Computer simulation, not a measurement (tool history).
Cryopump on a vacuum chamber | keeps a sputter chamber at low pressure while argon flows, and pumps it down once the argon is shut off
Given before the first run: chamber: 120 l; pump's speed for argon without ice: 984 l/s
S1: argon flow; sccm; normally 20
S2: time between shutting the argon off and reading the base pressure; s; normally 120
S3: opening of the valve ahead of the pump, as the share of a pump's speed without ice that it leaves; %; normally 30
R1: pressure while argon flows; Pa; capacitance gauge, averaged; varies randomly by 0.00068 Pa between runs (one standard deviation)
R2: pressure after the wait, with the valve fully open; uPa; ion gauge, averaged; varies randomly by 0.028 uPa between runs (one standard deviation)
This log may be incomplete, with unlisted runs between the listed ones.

| run | hour | S1 | S2 | S3 | R1 | R2 |
|---|---|---|---|---|---|---|
| 1 | 0.0 | 20 | 120 | 30 | 0.1178 | 3.67 |
| 2 | 15.7 | 20 | 111 | 30 | 0.1160 | 3.81 |
| 3 | 37.1 | 12 | 120 | 30 | 0.0713 | 3.87 |
| 4 | 57.9 | 12 | 120 | 30 | 0.0716 | 3.76 |
| 5 | 69.8 | 20 | 120 | 30 | 0.1191 | 3.85 |
| 6 | 87.0 | 20 | 120 | 30 | 0.1196 | 3.88 |
| 7 | 106.2 | 20 | 120 | 30 | 0.1196 | 3.97 |
| 8 | 123.8 | 20 | 43 | 30 | 0.1192 | 5.64 |
| 9 | 138.6 | 20 | 39 | 30 | 0.1200 | 5.93 |
| 10 | 148.1 | 20 | 120 | 30 | 0.1217 | 3.93 |
| 11 | 157.3 | 17 | 120 | 20 | 0.1509 | 4.01 |
| 12 | 174.3 | 17 | 120 | 20 | 0.1510 | 4.13 |
| 13 | 191.9 | 20 | 120 | 19 | 0.1884 | 4.28 |
| 14 | 212.5 | 35 | 22 | 30 | 0.2125 | 8.45 |
| 15 | 221.5 | 35 | 22 | 30 | 0.2126 | 8.62 |
| 16 | 235.6 | 35 | 22 | 30 | 0.2136 | 8.51 |
| 17 | 250.1 | 20 | 112 | 41 | 0.0916 | 4.42 |
| 18 | 259.7 | 31 | 167 | 40 | 0.1467 | 4.19 |
| 19 | 281.1 | 10 | 90 | 25 | 0.0724 | 4.80 |
| 20 | 293.9 | 12 | 120 | 30 | 0.0741 | 4.38 |

Alternative continuations, all from the tool just after run 20; predict every row:
| A | 306.9 | 22 | 120 | 30 | ? | ? |
| B | 306.9 | 20 | 120 | 54 | ? | ? |
| C | 306.9 | 12 | 120 | 17 | ? | ? |

| run | R1 | R2 |
|---|---|---|
| A | 0.1352 | 4.71 |
| B | 0.0736 | 4.61 |
| C | 0.1278 | 4.63 |
What these runs would have given with no unlogged condition in the tool:
| run | R1 | R2 |
|---|---|---|
| A | 0.1244 | 1.33 |
| B | 0.0637 | 1.26 |
| C | 0.1219 | 1.29 |
